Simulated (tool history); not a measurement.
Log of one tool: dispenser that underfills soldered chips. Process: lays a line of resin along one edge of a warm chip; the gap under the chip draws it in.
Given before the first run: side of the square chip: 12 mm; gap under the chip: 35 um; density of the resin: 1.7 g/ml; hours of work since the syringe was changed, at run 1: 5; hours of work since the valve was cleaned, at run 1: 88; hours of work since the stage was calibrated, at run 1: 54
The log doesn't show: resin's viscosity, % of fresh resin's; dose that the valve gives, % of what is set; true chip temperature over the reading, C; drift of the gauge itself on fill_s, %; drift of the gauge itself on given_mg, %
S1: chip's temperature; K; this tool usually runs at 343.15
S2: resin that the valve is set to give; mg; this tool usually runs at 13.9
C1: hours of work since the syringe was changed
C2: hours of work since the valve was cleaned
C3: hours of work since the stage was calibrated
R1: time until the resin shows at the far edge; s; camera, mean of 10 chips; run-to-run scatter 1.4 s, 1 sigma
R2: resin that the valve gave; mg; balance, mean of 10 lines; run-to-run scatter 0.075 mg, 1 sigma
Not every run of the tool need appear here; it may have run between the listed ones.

run  hour      S1    S2  C1  C2   C3     R1     R2
  1     0  343.15  13.9   5  88   54  186.3  12.78
      2.4  -- new syringe of resin
  2   4.1  343.15  13.9   1  91   57  144.4  12.72
  3   8.5  343.15  14.1   5  95   61  179.3  13.02
     10.3  -- dispensing valve cleaned and set on the balance
  4  11.4  343.15  15.6   6   1   62  186.6  15.65
     12.6  -- new syringe of resin
  5  16.3  343.15  15.6   3   4   66  156.4  15.46
  6  20.5  343.15  15.6   6   8   69  185.9  15.53
     21.9  -- new syringe of resin
  7  25.1  343.15  15.6   2  11   72  148.1  15.49
  8  29.8  343.15  13.9   6  15   76  191.5   13.7
       31  -- new syringe of resin
  9  33.7  343.15  13.9   2  17   79  148.2  13.71
 10  37.8  343.15  13.9   5  21   82  179.5  13.62
     40.4  -- new syringe of resin
 11    42  343.15  13.9   1  24   85  143.3  13.69
 12  44.8  343.15  13.9   3  26   87  163.7  13.49
 13  47.4  343.15  13.9   5  28   89  183.4  13.54
     49.5  -- new syringe of resin
 14  51.2  343.15  13.9   1  30   92  143.5  13.48
 15  53.5  343.15  13.9   3  32   94  161.2  13.57
 16  55.5  352.15  14.8   5  34   95  131.1  14.23
 17  57.7  335.15  16.9   6  36   97  247.3  16.34
     58.6  -- new syringe of resin
 18  62.2  335.15  16.9   3  39  100  202.5  16.29
 19    65  350.15  14.7   5  41  102    140  14.14
     67.8  -- new syringe of resin
 20  67.8  356.15  13.6   0  43  104   88.5  13.17
 21  71.2  356.15  13.6   3  46  107  103.2  13.18

Run 22, settings as shown, results not yet in. Your forecast:
 22  75.7  339.15  16.7   6  49  110   ?   ?

R1: 209 s
R2: 15.93 mg
Minus the tool's unlogged condition, the same run would have read R1 147.7 s, R2 16.64 mg.
